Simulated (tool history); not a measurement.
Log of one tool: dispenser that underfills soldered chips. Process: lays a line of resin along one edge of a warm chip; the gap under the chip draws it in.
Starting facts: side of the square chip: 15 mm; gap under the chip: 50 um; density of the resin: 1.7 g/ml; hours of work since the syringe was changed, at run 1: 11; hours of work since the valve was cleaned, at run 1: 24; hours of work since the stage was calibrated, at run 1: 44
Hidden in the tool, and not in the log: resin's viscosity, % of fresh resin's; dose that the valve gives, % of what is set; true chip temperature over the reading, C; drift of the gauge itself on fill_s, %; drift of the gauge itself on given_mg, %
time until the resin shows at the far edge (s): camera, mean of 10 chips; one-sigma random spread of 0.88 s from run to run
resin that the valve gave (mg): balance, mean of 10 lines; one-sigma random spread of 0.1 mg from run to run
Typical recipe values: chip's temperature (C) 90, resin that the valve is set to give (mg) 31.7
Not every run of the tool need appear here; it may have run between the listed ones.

run   hour  chip's temperature (C)  resin that the valve is set to give (mg)  hours of work since the syringe was changed  hours of work since the valve was cleaned  hours of work since the stage was calibrated  time until the resin shows at the far edge (s)  resin that the valve gave (mg)
  1      0                      90                                      31.7                                           11                                         24                                            44                                           153.8                           31.05
       0.8  -- new syringe of resin
  2    6.9                      90                                      31.7                                            5                                         29                                            49                                           107.8                           30.93
  3   11.8                      90                                      35.5                                            8                                         33                                            53                                           134.1                           34.59
      15.3  -- new syringe of resin
  4   17.5                      90                                      35.5                                            2                                         37                                            57                                            89.6                           34.34
  5   24.2                      90                                      40.4                                            7                                         42                                            62                                           120.5                            39.1
  6   29.2                      88                                      31.7                                           11                                         46                                            66                                           168.9                           30.46
      30.1  -- new syringe of resin
  7     37                      84                                      31.7                                            5                                         52                                            72                                           146.2                           30.21
  8   41.5                      90                                      28.1                                            9                                         56                                            75                                           141.3                           26.79
      44.7  -- new syringe of resin
  9   49.3                      90                                      28.1                                            4                                         61                                            81                                           105.8                           26.76
      52.6  -- dispensing valve cleaned and set on the balance
 10   57.3                      91                                      28.1                                            9                                          4                                            87                                             138                           27.92
      60.3  -- new syringe of resin
 11   63.6                      91                                      28.1                                            3                                          8                                            91                                            95.3                            27.9
 12     68                      91                                      28.1                                            6                                         12                                            95                                           114.8                           27.76
      75.1  -- new syringe of resin
 13   75.4                      91                                      28.1                                            0                                         17                                           100                                            83.9                           27.63
 14   83.2                      91                                      28.1                                            6                                         23                                           106                                           118.7                           27.53
 15   88.6                      76                                      31.7                                           10                                         27                                           110                                           289.8                           31.04
      89.7  -- new syringe of resin
 16   95.1                      90                                      39.4                                            4                                         32                                           115                                           106.7                           38.15
 17   99.5                      90                                      31.7                                            8                                         36                                           119                                           129.6                           30.89
     104.1  -- new syringe of resin
 18  107.2                     100                                      31.7                                            2                                         41                                           124                                            64.9                           30.51
 19  113.6                     100                                      31.7                                            7                                         46                                           129                                            87.6                           30.63
       119  -- new syringe of resin
 20  119.7                     102                                      35.6                                            1                                         51                                           134                                            52.5                           33.94
 21  128.4                     102                                      35.6                                            7                                         58                                           140                                            78.6                           33.99
 22  132.8                     104                                      32.6                                           11                                         61                                           144                                            90.5                           30.87
     133.7  -- new syringe of resin
     137.1  -- dispensing valve cleaned and set on the balance
 23  137.6                     104                                      32.6                                            2                                          0                                           147                                            55.1                           32.39
 24  141.5                     101                                      28.2                                            5                                          3                                           150                                            73.6                           28.09
 25    146                      99                                      37.3                                            9                                          7                                           153                                            96.6                           37.01
     149.2  -- new syringe of resin
 26  153.1                     101                                      29.9                                            3                                         12                                           158                                            64.4                           29.46
 27  159.2                      95                                      33.8                                            8                                         17                                           163                                           106.3                           33.27
       164  -- new syringe of resin
 28  164.2                      95                                      33.8                                            0                                         21                                           167                                            69.4                           33.26
 29  171.4                      95                                      33.8                                            6                                         26                                           172                                            97.2                           33.11
     178.3  -- new syringe of resin
 30  179.7                      95                                      33.8                                            1                                         32                                           179                                            73.2                           32.97
 31    185                      95                                      33.8                                            5                                         36                                           183                                            93.4                           32.84
 32  190.3                      93                                      33.4                                            9                                         41                                           187                                           129.6                           32.15
     192.8  -- new syringe of resin
 33  195.5                      85                                        38                                            2                                         44                                           191                                           117.8                           36.59
 34  203.6                      79                                        31                                            8                                         51                                           197                                           224.4                           29.66
     207.2  -- new syringe of resin
 35    212                      79                                        31                                            4                                         57                                           203                                           174.7                           29.52

What differs in the tool's unlogged condition from the final listed run ahead of each entry between runs to the first listed run following it?
In the gap between runs 1 and 2: new syringe of resin (hour 0.8)
  resin's viscosity, % of fresh resin's: 185.2 -> 130.5; dose that the valve gives, % of what is set: 97.86 -> 97.44; true chip temperature over the reading, C: 0.09 -> 0.07
  measured less the result without the state, time until the resin shows at the far edge (s): +70.7 -> +25.1; resin that the valve gave (mg): -0.68 -> -0.81
In the gap between runs 3 and 4: new syringe of resin (hour 15.3)
  resin's viscosity, % of fresh resin's: 163.2 -> 108.3; dose that the valve gives, % of what is set: 97.11 -> 96.75; true chip temperature over the reading, C: 0.06 -> 0.05
  measured less the result without the state, time until the resin shows at the far edge (s): +51.9 -> +6.9; resin that the valve gave (mg): -1.03 -> -1.15
In the gap between runs 6 and 7: new syringe of resin (hour 30.1)
  resin's viscosity, % of fresh resin's: 184.5 -> 135.6; dose that the valve gives, % of what is set: 96.01 -> 95.57; true chip temperature over the reading, C: 0.02 -> 0
  measured less the result without the state, time until the resin shows at the far edge (s): +77.6 -> +38.9; resin that the valve gave (mg): -1.27 -> -1.4
In the gap between runs 8 and 9: new syringe of resin (hour 44.7)
  resin's viscosity, % of fresh resin's: 166.5 -> 123.8; dose that the valve gives, % of what is set: 95.27 -> 94.8; true chip temperature over the reading, C: -0.01 -> -0.03
  measured less the result without the state, time until the resin shows at the far edge (s): +57.2 -> +21.4; resin that the valve gave (mg): -1.33 -> -1.47
In the gap between runs 9 and 10: dispensing valve cleaned and set on the balance (hour 52.6)
  resin's viscosity, % of fresh resin's: 123.8 -> 170.3; dose that the valve gives, % of what is set: 94.8 -> 99.67; true chip temperature over the reading, C: -0.03 -> -0.05
  measured less the result without the state, time until the resin shows at the far edge (s): +21.4 -> +57.1; resin that the valve gave (mg): -1.47 -> -0.09
In the gap between runs 10 and 11: new syringe of resin (hour 60.3)
  resin's viscosity, % of fresh resin's: 170.3 -> 116.3; dose that the valve gives, % of what is set: 99.67 -> 99.28; true chip temperature over the reading, C: -0.05 -> -0.07
  measured less the result without the state, time until the resin shows at the far edge (s): +57.1 -> +13.7; resin that the valve gave (mg): -0.09 -> -0.2
In the gap between runs 12 and 13: new syringe of resin (hour 75.1)
  resin's viscosity, % of fresh resin's: 142.5 -> 101.8; dose that the valve gives, % of what is set: 99 -> 98.53; true chip temperature over the reading, C: -0.08 -> -0.1
  measured less the result without the state, time until the resin shows at the far edge (s): +34.8 -> +2.1; resin that the valve gave (mg): -0.28 -> -0.41
In the gap between runs 15 and 16: new syringe of resin (hour 89.7)
  resin's viscosity, % of fresh resin's: 186.3 -> 128.1; dose that the valve gives, % of what is set: 97.72 -> 97.33; true chip temperature over the reading, C: -0.13 -> -0.15
  measured less the result without the state, time until the resin shows at the far edge (s): +135.5 -> +24; resin that the valve gave (mg): -0.73 -> -1.05
In the gap between runs 17 and 18: new syringe of resin (hour 104.1)
  resin's viscosity, % of fresh resin's: 156.9 -> 116.6; dose that the valve gives, % of what is set: 97.1 -> 96.66; true chip temperature over the reading, C: -0.16 -> -0.18
  measured less the result without the state, time until the resin shows at the far edge (s): +47.7 -> +9.8; resin that the valve gave (mg): -0.92 -> -1.05
In the gap between runs 19 and 20: new syringe of resin (hour 119)
  resin's viscosity, % of fresh resin's: 156.3 -> 103.6; dose that the valve gives, % of what is set: 96.25 -> 95.86; true chip temperature over the reading, C: -0.19 -> -0.21
  measured less the result without the state, time until the resin shows at the far edge (s): +32.1 -> +2.3; resin that the valve gave (mg): -1.2 -> -1.47
In the gap between runs 22 and 23: new syringe of resin (hour 133.7); dispensing valve cleaned and set on the balance (hour 137.1)
  resin's viscosity, % of fresh resin's: 188.6 -> 114.6; dose that the valve gives, % of what is set: 95 -> 99.92; true chip temperature over the reading, C: -0.24 -> -0.25
  measured less the result without the state, time until the resin shows at the far edge (s): +42.9 -> +7.5; resin that the valve gave (mg): -1.62 -> -0.02
In the gap between runs 25 and 26: new syringe of resin (hour 149.2)
  resin's viscosity, % of fresh resin's: 168.4 -> 119; dose that the valve gives, % of what is set: 99.4 -> 98.93; true chip temperature over the reading, C: -0.27 -> -0.29
  measured less the result without the state, time until the resin shows at the far edge (s): +40 -> +11; resin that the valve gave (mg): -0.22 -> -0.32
In the gap between runs 27 and 28: new syringe of resin (hour 164)
  resin's viscosity, % of fresh resin's: 157.4 -> 102.4; dose that the valve gives, % of what is set: 98.54 -> 98.23; true chip temperature over the reading, C: -0.31 -> -0.32
  measured less the result without the state, time until the resin shows at the far edge (s): +39.7 -> +2.6; resin that the valve gave (mg): -0.49 -> -0.6
In the gap between runs 29 and 30: new syringe of resin (hour 178.3)
  resin's viscosity, % of fresh resin's: 142.8 -> 107.4; dose that the valve gives, % of what is set: 97.85 -> 97.33; true chip temperature over the reading, C: -0.34 -> -0.36
  measured less the result without the state, time until the resin shows at the far edge (s): +30 -> +6.1; resin that the valve gave (mg): -0.73 -> -0.91
In the gap between runs 32 and 33: new syringe of resin (hour 192.8)
  resin's viscosity, % of fresh resin's: 173.9 -> 111.8; dose that the valve gives, % of what is set: 96.68 -> 96.4; true chip temperature over the reading, C: -0.39 -> -0.4
  measured less the result without the state, time until the resin shows at the far edge (s): +56.4 -> +14.3; resin that the valve gave (mg): -1.1 -> -1.36
In the gap between runs 34 and 35: new syringe of resin (hour 207.2)
  resin's viscosity, % of fresh resin's: 161.5 -> 124.9; dose that the valve gives, % of what is set: 95.9 -> 95.42; true chip temperature over the reading, C: -0.42 -> -0.44
  measured less the result without the state, time until the resin shows at the far edge (s): +88.8 -> +38.2; resin that the valve gave (mg): -1.27 -> -1.42

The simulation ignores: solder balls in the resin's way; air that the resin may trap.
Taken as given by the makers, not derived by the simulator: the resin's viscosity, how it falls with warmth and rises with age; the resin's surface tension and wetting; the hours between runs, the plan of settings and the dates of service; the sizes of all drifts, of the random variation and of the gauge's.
